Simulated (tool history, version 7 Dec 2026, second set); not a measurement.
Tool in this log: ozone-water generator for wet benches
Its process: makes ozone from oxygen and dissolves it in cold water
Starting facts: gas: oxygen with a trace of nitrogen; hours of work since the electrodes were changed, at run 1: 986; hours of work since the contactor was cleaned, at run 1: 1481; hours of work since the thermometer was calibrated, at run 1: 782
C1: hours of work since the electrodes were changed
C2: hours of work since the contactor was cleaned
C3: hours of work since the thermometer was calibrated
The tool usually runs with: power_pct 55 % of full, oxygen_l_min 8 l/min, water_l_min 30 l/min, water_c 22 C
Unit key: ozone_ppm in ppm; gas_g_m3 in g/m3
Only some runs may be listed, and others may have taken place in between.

Run 1, hour 0: usual settings; C1 986; C2 1481; C3 782. Result: ozone_ppm 19.4 ppm, gas_g_m3 187.2 g/m3.
Run 2, hour 40.9: usual settings but water_l_min 40 l/min; C1 1018; C2 1513; C3 814. Result: ozone_ppm 14.8 ppm, gas_g_m3 188.3 g/m3.
Run 3, hour 62.4: usual settings but water_l_min 36 l/min; C1 1034; C2 1529; C3 830. Result: ozone_ppm 16.4 ppm, gas_g_m3 186.9 g/m3.
Run 4, hour 102.4: usual settings; C1 1065; C2 1560; C3 861. Result: ozone_ppm 19.4 ppm, gas_g_m3 186.6 g/m3.
Run 5, hour 143.3: usual settings but power_pct 87 % of full; C1 1097; C2 1592; C3 893. Result: ozone_ppm 29.2 ppm, gas_g_m3 281.9 g/m3.
Run 6, hour 189.1: usual settings but power_pct 87 % of full; C1 1132; C2 1627; C3 928. Result: ozone_ppm 29.4 ppm, gas_g_m3 281.6 g/m3.
Run 7, hour 222.7: usual settings but power_pct 87 % of full; C1 1158; C2 1653; C3 954. Result: ozone_ppm 28.9 ppm, gas_g_m3 282.6 g/m3.
Run 8, hour 261.3: usual settings but power_pct 87 % of full; C1 1188; C2 1683; C3 984. Result: ozone_ppm 29.1 ppm, gas_g_m3 285.8 g/m3.
Run 9, hour 289.4: usual settings but power_pct 87 % of full, water_c 25 C; C1 1210; C2 1705; C3 1006. Result: ozone_ppm 28 ppm, gas_g_m3 282.5 g/m3.
Run 10, hour 332.9: usual settings but power_pct 87 % of full, oxygen_l_min 4.81 l/min, water_c 25 C; C1 1243; C2 1738; C3 1039. Result: ozone_ppm 26.4 ppm, gas_g_m3 356.1 g/m3.
Run 11, hour 374.6: usual settings but power_pct 87 % of full, oxygen_l_min 4.81 l/min, water_c 25 C; C1 1276; C2 1770; C3 1072. Result: ozone_ppm 26.7 ppm, gas_g_m3 353.5 g/m3.
Run 12, hour 401.5: usual settings but power_pct 87 % of full, oxygen_l_min 4.81 l/min, water_c 25 C; C1 1296; C2 1791; C3 1092. Result: ozone_ppm 26.3 ppm, gas_g_m3 357.6 g/m3.
Run 13, hour 421.3: usual settings but power_pct 87 % of full, oxygen_l_min 4.81 l/min, water_c 25 C; C1 1312; C2 1806; C3 1108. Result: ozone_ppm 26.6 ppm, gas_g_m3 356 g/m3.
Run 14, hour 440: usual settings but power_pct 65 % of full, water_l_min 39 l/min, water_c 17 C; C1 1326; C2 1821; C3 1122. Result: ozone_ppm 19.1 ppm, gas_g_m3 214.2 g/m3.
Run 15, hour 483.8: usual settings but power_pct 65 % of full, water_l_min 39 l/min, water_c 17 C; C1 1360; C2 1855; C3 1156. Result: ozone_ppm 19 ppm, gas_g_m3 216.7 g/m3.
Run 16, hour 509.5: usual settings but power_pct 65 % of full, water_l_min 39 l/min, water_c 17 C; C1 1380; C2 1875; C3 1176. Result: ozone_ppm 18.8 ppm, gas_g_m3 214 g/m3.
Run 17, hour 537.6: usual settings but power_pct 95 % of full, oxygen_l_min 6.16 l/min, water_l_min 25 l/min, water_c 29 C; C1 1401; C2 1896; C3 1198. Result: ozone_ppm 32.7 ppm, gas_g_m3 344.4 g/m3.
Run 18, hour 574.7: usual settings but power_pct 44 % of full, water_c 19 C; C1 1430; C2 1925; C3 1226. Result: ozone_ppm 16.6 ppm, gas_g_m3 152.2 g/m3.
Run 19, hour 619.5: usual settings but power_pct 44 % of full, water_c 19 C; C1 1465; C2 1960; C3 1261. Result: ozone_ppm 16.5 ppm, gas_g_m3 150.5 g/m3.
Run 20, hour 655.9: usual settings but power_pct 44 % of full, oxygen_l_min 5.94 l/min, water_c 19 C; C1 1493; C2 1988; C3 1289. Result: ozone_ppm 16.1 ppm, gas_g_m3 172.3 g/m3.
Run 21, hour 685.2: usual settings but power_pct 44 % of full, oxygen_l_min 6.34 l/min, water_l_min 35 l/min, water_c 19 C; C1 1516; C2 2010; C3 1312. Result: ozone_ppm 14 ppm, gas_g_m3 168.1 g/m3.
Run 22, hour 714.7: usual settings but power_pct 44 % of full, oxygen_l_min 6.34 l/min, water_l_min 43 l/min, water_c 25 C; C1 1538; C2 2033; C3 1334. Result: ozone_ppm 10.3 ppm, gas_g_m3 166.7 g/m3.
Run 23, hour 750.9: usual settings but power_pct 45 % of full, oxygen_l_min 10.95 l/min, water_l_min 27 l/min; C1 1566; C2 2061; C3 1362. Result: ozone_ppm 17.6 ppm, gas_g_m3 133.5 g/m3.
Run 24, hour 780.9: usual settings but power_pct 45 % of full, oxygen_l_min 10.95 l/min, water_l_min 27 l/min; C1 1589; C2 2084; C3 1386. Result: ozone_ppm 17.5 ppm, gas_g_m3 133.3 g/m3.

Measured less the same run without the tool's hidden state. The same run-to-run variation is in both; the gauge's scatter may not be:
Hidden state present: yield of the discharge, % of new electrodes'; contactor's efficiency, % of a clean one's; true water temperature over the reading, C; drift of the gauge itself on ozone_ppm, %; drift of the gauge itself on gas_g_m3, %.
run  gas_g_m3
  1        +0
  2      -0.2
  3      -0.3
  4      -0.5
  5        -1
  6      -1.4
  7      -1.6
  8      -1.8
  9        -2
 10      -2.8
 11      -3.2
 12      -3.5
 13      -3.5
 14      -2.2
 15      -2.4
 16      -2.5
 17      -4.4
 18        -2
 19      -2.1
 20      -2.6
 21      -2.7
 22      -2.8
 23      -2.4
 24      -2.4
ozone_ppm: differs from the measured result by no more than 0.1 ppm in any run.
